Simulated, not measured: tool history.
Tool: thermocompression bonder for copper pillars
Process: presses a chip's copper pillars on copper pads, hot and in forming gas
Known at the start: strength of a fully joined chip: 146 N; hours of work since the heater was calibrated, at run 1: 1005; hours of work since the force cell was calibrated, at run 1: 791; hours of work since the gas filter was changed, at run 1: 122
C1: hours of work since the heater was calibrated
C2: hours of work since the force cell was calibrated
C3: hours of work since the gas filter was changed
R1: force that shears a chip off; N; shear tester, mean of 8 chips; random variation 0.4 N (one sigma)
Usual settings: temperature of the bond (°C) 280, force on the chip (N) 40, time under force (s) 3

Run 1, hour 0: usual settings; C1 1005; C2 791; C3 122. Result: R1 81.2 N.
Run 2, hour 74.8: usual settings; C1 1039; C2 826; C3 156. Result: R1 80.9 N.
Run 3, hour 124.2: usual settings but time under force (s) 5; C1 1062; C2 848; C3 179. Result: R1 93.8 N.
At hour 174.4: heater calibrated with a thermocouple chip.
Run 4, hour 189.3: usual settings; C1 7; C2 877; C3 208. Result: R1 76.1 N.
Run 5, hour 257: usual settings; C1 38; C2 908; C3 239. Result: R1 75.5 N.
Run 6, hour 330.8: usual settings; C1 72; C2 942; C3 273. Result: R1 75.2 N.
Run 7, hour 381.4: usual settings; C1 95; C2 965; C3 296. Result: R1 75.5 N.
Run 8, hour 465: usual settings; C1 133; C2 1004; C3 334. Result: R1 74.3 N.
Run 9, hour 540.6: usual settings; C1 168; C2 1038; C3 369. Result: R1 75.3 N.
Run 10, hour 581.6: usual settings; C1 187; C2 1057; C3 388. Result: R1 74.7 N.
Run 11, hour 645: usual settings; C1 216; C2 1086; C3 417. Result: R1 74.3 N.
Run 12, hour 697.2: usual settings; C1 240; C2 1110; C3 441. Result: R1 74.7 N.
At hour 749.5: forming gas filter changed.
Run 13, hour 791.5: usual settings but force on the chip (N) 36; C1 283; C2 1153; C3 19. Result: R1 73.3 N.
Run 14, hour 836.9: usual settings but force on the chip (N) 36; C1 304; C2 1174; C3 40. Result: R1 72.6 N.
Run 15, hour 915.5: usual settings but force on the chip (N) 27; C1 340; C2 1210; C3 76. Result: R1 61.2 N.
Run 16, hour 962.1: usual settings; C1 361; C2 1231; C3 97. Result: R1 77.6 N.
Run 17, hour 1030.1: usual settings but time under force (s) 5; C1 392; C2 1263; C3 129. Result: R1 90.7 N.
Run 18, hour 1080.8: usual settings but time under force (s) 5; C1 416; C2 1286; C3 152. Result: R1 90.5 N.
At hour 1097.4: force cell calibrated.
Run 19, hour 1139: usual settings but time under force (s) 5; C1 442; C2 19; C3 178. Result: R1 93.1 N.
Run 20, hour 1179.8: usual settings but time under force (s) 2; C1 460; C2 38; C3 197. Result: R1 68.1 N.
Run 21, hour 1274.1: usual settings but force on the chip (N) 45; C1 503; C2 81; C3 240. Result: R1 82.8 N.
Run 22, hour 1330.6: usual settings but temperature of the bond (°C) 285, force on the chip (N) 55, time under force (s) 2; C1 529; C2 107; C3 266. Result: R1 84.3 N.
Run 23, hour 1403.2: usual settings but temperature of the bond (°C) 285, force on the chip (N) 55, time under force (s) 2; C1 563; C2 140; C3 299. Result: R1 84.8 N.
Run 24, hour 1464.4: usual settings but time under force (s) 4; C1 591; C2 168; C3 327. Result: R1 85.6 N.
Run 25, hour 1533.8: usual settings but force on the chip (N) 46, time under force (s) 6; C1 623; C2 200; C3 359. Result: R1 101 N.
Run 26, hour 1607.8: usual settings but force on the chip (N) 46, time under force (s) 6; C1 657; C2 234; C3 393. Result: R1 102.2 N.
Run 27, hour 1688: usual settings but force on the chip (N) 46, time under force (s) 6; C1 693; C2 271; C3 430. Result: R1 100.6 N.
At hour 1766: forming gas filter changed.
Run 28, hour 1773.4: usual settings but temperature of the bond (°C) 284, force on the chip (N) 46, time under force (s) 2; C1 732; C2 310; C3 3. Result: R1 78.5 N.
Run 29, hour 1831.7: usual settings but force on the chip (N) 50, time under force (s) 2; C1 759; C2 337; C3 30. Result: R1 79.6 N.
Run 30, hour 1873.2: usual settings but temperature of the bond (°C) 275, force on the chip (N) 37; C1 778; C2 356; C3 49. Result: R1 74.2 N.
Run 31, hour 1927: usual settings but time under force (s) 7; C1 803; C2 380; C3 74. Result: R1 102.7 N.
Run 32, hour 1989.3: usual settings but time under force (s) 7; C1 831; C2 409; C3 102. Result: R1 103.5 N.
Run 33, hour 2029.2: usual settings but temperature of the bond (°C) 276, force on the chip (N) 31; C1 850; C2 427; C3 121. Result: R1 68.2 N.
Run 34, hour 2086.4: usual settings but temperature of the bond (°C) 276, force on the chip (N) 31; C1 876; C2 453; C3 147. Result: R1 67.2 N.
Run 35, hour 2130: usual settings but temperature of the bond (°C) 254, force on the chip (N) 31, time under force (s) 5; C1 896; C2 473; C3 167. Result: R1 67 N.
Run 36, hour 2169: usual settings but temperature of the bond (°C) 254, force on the chip (N) 31, time under force (s) 5; C1 914; C2 491; C3 185. Result: R1 66.4 N.
Run 37, hour 2222.1: usual settings but temperature of the bond (°C) 287, force on the chip (N) 35, time under force (s) 4; C1 938; C2 516; C3 209. Result: R1 84.8 N.
Run 38, hour 2289.7: usual settings but temperature of the bond (°C) 255, force on the chip (N) 56, time under force (s) 4; C1 969; C2 547; C3 240. Result: R1 86.7 N.
Run 39, hour 2371.4: usual settings but temperature of the bond (°C) 255, force on the chip (N) 59, time under force (s) 4; C1 1006; C2 584; C3 278. Result: R1 88.4 N.
Run 40, hour 2414.4: usual settings but temperature of the bond (°C) 285, force on the chip (N) 43, time under force (s) 2; C1 1026; C2 604; C3 297. Result: R1 74.9 N.

4 ways to go on from here, each from the tool as it stands after run 40. What would each give?
Run A, hour 2480.1: usual settings but temperature of the bond (°C) 251, force on the chip (N) 43, time under force (s) 6; C1 1056; C2 634; C3 328. Result: R1 ?.
Run B, hour 2480.1: usual settings but temperature of the bond (°C) 291, force on the chip (N) 47, time under force (s) 8; C1 1056; C2 634; C3 328. Result: R1 ?.
Run C, hour 2480.1: usual settings but temperature of the bond (°C) 299, force on the chip (N) 32, time under force (s) 5; C1 1056; C2 634; C3 328. Result: R1 ?.
Run D, hour 2480.1: usual settings but force on the chip (N) 24; C1 1056; C2 634; C3 328. Result: R1 ?.

run    R1
  A  82.1
  B   116
  C  93.3
  D  58.9
Without the tool's hidden state the same runs would have given:
run     R1
  A   81.4
  B  117.3
  C   93.6
  D   58.4
